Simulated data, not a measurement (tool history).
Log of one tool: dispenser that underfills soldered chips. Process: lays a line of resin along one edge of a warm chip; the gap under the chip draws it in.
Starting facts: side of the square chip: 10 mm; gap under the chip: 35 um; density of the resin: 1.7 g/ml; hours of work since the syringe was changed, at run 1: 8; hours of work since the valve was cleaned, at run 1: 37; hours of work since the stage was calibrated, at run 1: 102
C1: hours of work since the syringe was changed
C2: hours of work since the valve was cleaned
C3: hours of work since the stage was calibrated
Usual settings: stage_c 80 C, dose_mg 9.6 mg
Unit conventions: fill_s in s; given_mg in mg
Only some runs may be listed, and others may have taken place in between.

Run 1, hour 0: usual settings; C1 8; C2 37; C3 102. Result: fill_s 282.9 s, given_mg 9.34 mg.
Run 2, hour 4.1: usual settings; C1 11; C2 40; C3 105. Result: fill_s 329.4 s, given_mg 9.32 mg.
At hour 5.6: new syringe of resin.
Run 3, hour 10: usual settings; C1 3; C2 44; C3 109. Result: fill_s 219.1 s, given_mg 9.26 mg.
Run 4, hour 15.9: usual settings; C1 7; C2 48; C3 113. Result: fill_s 272.5 s, given_mg 9.21 mg.
Run 5, hour 19.2: usual settings; C1 10; C2 51; C3 116. Result: fill_s 310.8 s, given_mg 9.21 mg.
At hour 22.5: new syringe of resin.
Run 6, hour 23.2: usual settings; C1 0; C2 53; C3 118. Result: fill_s 188.3 s, given_mg 9.25 mg.
Run 7, hour 27: usual settings but stage_c 79 C, dose_mg 9.11 mg; C1 3; C2 56; C3 121. Result: fill_s 226.4 s, given_mg 8.7 mg.
Run 8, hour 31.5: usual settings but stage_c 82 C, dose_mg 8.34 mg; C1 6; C2 59; C3 124. Result: fill_s 239.5 s, given_mg 7.98 mg.
Run 9, hour 36.4: usual settings but dose_mg 10.62 mg; C1 10; C2 63; C3 128. Result: fill_s 305 s, given_mg 10.13 mg.
At hour 39.5: new syringe of resin.
At hour 41.9: dispensing valve cleaned and set on the balance.
Run 10, hour 43.1: usual settings but dose_mg 10.62 mg; C1 2; C2 1; C3 132. Result: fill_s 200.1 s, given_mg 10.58 mg.
Run 11, hour 50.3: usual settings but stage_c 68 C, dose_mg 11.91 mg; C1 7; C2 6; C3 137. Result: fill_s 434.9 s, given_mg 11.84 mg.

Branching from run 11: 3 alternative next runs. What would each branch give?
Run A, hour 56.2: usual settings but stage_c 67 C, dose_mg 11.58 mg; C1 11; C2 10; C3 141. Result: fill_s ?, given_mg ?.
Run B, hour 56.2: usual settings but stage_c 69 C, dose_mg 8.42 mg; C1 11; C2 10; C3 141. Result: fill_s ?, given_mg ?.
Run C, hour 56.2: usual settings but stage_c 91 C, dose_mg 11.76 mg; C1 11; C2 10; C3 141. Result: fill_s ?, given_mg ?.

run  fill_s  given_mg
  A     557      11.5
  B   535.1      8.35
  C   212.4     11.66
Take away the tool's hidden state, keep each run's random variation, and the runs would have read:
run  fill_s  given_mg
  A   314.5     11.59
  B   301.7      8.41
  C   119.5     11.75

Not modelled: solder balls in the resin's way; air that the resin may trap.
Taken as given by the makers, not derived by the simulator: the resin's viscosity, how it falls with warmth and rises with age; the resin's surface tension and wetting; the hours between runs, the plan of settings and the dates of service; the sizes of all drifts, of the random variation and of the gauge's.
